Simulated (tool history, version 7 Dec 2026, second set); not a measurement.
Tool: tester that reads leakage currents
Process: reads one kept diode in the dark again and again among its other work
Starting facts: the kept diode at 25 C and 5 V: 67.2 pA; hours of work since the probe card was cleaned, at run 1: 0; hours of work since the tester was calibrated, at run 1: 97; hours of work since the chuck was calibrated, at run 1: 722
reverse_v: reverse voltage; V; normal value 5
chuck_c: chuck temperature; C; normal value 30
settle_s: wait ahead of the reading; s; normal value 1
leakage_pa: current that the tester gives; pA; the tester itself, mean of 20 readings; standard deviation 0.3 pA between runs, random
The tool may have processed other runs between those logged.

run,day,reverse_v,chuck_c,settle_s,hours of work since the probe card was cleaned,hours of work since the tester was calibrated,hours of work since the chuck was calibrated,leakage_pa
1,0,5,30,1,0,97,722,90.32
2,2.283,5,30,1,36,133,758,90
3,5.988,1.34,30,1,94,191,816,55.71
4,10.012,1.34,30,1,157,254,879,55.1
5,12.146,1.34,30,1,190,288,912,55.11
6,16.088,1.34,30,1,252,349,974,54.68
7,18.958,1.34,30,1,297,394,1019,54.38
8,22.15,4.2,30,1,347,444,1069,81.68
9,24.762,4.2,30,1,388,485,1110,81.32
10,27.062,4.2,30,1,424,521,1146,81.32
11,29.288,4.2,30,1.42,459,556,1181,80.6
12,31.25,4.2,23,1.42,489,587,1212,48.68
13,35.675,4.2,23,1.42,559,656,1281,48.69
14,39.579,4.2,23,1.42,620,717,1342,48.18
# day 41.892: chuck's temperature calibrated
15,44.021,4.2,23,1.42,688,785,33,55.37
16,47.238,18.56,30,1,738,836,84,160.09
17,50.521,18.56,30,1,790,887,135,159.56
18,54.025,18.56,30,1,845,942,190,159.09
19,57.279,18.56,30,1,896,993,241,158.75
20,61.112,4.07,30,6.34,956,1053,301,86.49
21,63.604,4.07,30,6.34,995,1092,340,86.22
# day 66.746: probe card cleaned and baked
22,67.321,4.11,30,1,9,1148,396,87.89
23,71.029,1.52,30,1,67,1206,454,59.93
24,75.721,5,21,2.98,141,1280,528,50.59
# day 77.912: probe card cleaned and baked, once more
25,80.042,5,21,2.98,33,1346,594,45.39
26,82.308,5,21,2.98,69,1381,629,45.24
27,86.642,5,21,2.98,137,1449,697,44.86
28,88.692,5,21,2.98,169,1481,729,44.76
29,91.438,5,25,4.25,212,1524,772,59.5
30,95.096,9.45,42,6.49,269,1581,829,241.76
31,99.192,9.45,42,6.49,333,1646,893,239.43
32,102.754,2.65,30,1.6,389,1701,949,67.12
33,106.646,3.18,40,1.9,450,1762,1010,140.48
34,109.467,1.8,30,1,494,1806,1054,57.28
35,112.012,1.8,30,1,534,1846,1094,57.1
36,114.958,5,30,4.85,580,1892,1140,81.48
37,119.525,1.13,25,0.34,652,1964,1212,33.54
38,122.838,1.13,20,2.4,704,2016,1264,22.54

Consider 3 possible next runs. They are alternatives, not a sequence: every one starts from the tool as it was left by run 38. What does each give?
# day 123.983: tester calibrated
A,124.879,2.92,20,1.5,734,14,1294,?
# day 123.983: tester calibrated
B,124.879,5.67,51,1.43,734,14,1294,?
# day 123.983: tester calibrated
C,124.879,2.52,49,1.56,734,14,1294,?

run,leakage_pa
A,33.42
B,351.6
C,231.9
Stripped of hidden state, with their random variation kept, the same runs would have yielded:
run,leakage_pa
A,38.68
B,406.5
C,269.28

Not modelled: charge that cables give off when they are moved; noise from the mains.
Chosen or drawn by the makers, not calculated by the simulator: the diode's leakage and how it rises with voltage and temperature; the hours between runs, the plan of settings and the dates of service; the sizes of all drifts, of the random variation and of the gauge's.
